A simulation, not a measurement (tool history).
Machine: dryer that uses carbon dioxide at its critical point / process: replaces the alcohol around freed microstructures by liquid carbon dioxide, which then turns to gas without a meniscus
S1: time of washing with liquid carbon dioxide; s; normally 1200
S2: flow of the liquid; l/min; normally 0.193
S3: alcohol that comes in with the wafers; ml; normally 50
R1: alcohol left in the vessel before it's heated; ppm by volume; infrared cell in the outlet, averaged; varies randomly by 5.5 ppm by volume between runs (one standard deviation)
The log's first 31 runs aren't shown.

run	hour	S1	S2	S3	R1
32	1395.0	1200	0.126	20	844
33	1451.3	1020	0.149	30	1205
34	1508.2	1200	0.155	68	1251
35	1560.9	720	0.121	36	7748
36	1595.1	720	0.121	36	7929
37	1635.2	720	0.121	36	8320
38	1681.9	720	0.121	78	17883
39	1715.5	720	0.121	78	18672
40	1780.6	900	0.143	23	2454
# hour 1817.5: inlet filter changed
41	1830.6	1260	0.193	50	402
42	1890.6	1800	0.121	110	850
43	1946.7	1800	0.121	110	957
# hour 1979.1: purifier's bed changed
44	2006.0	1140	0.193	21	145
45	2054.3	1200	0.125	31	1369
46	2115.5	1380	0.190	71	217

Alternative continuations, all from the tool just after run 46; predict every row:
A	2144.5	1200	0.163	50	?
B	2144.5	1200	0.200	51	?
C	2144.5	1200	0.265	50	?

run	R1
A	833
B	297
C	73
The same runs, with their run-to-run variation unchanged, on a tool lacking any hidden condition would have given:
run	R1
A	410
B	119
C	27

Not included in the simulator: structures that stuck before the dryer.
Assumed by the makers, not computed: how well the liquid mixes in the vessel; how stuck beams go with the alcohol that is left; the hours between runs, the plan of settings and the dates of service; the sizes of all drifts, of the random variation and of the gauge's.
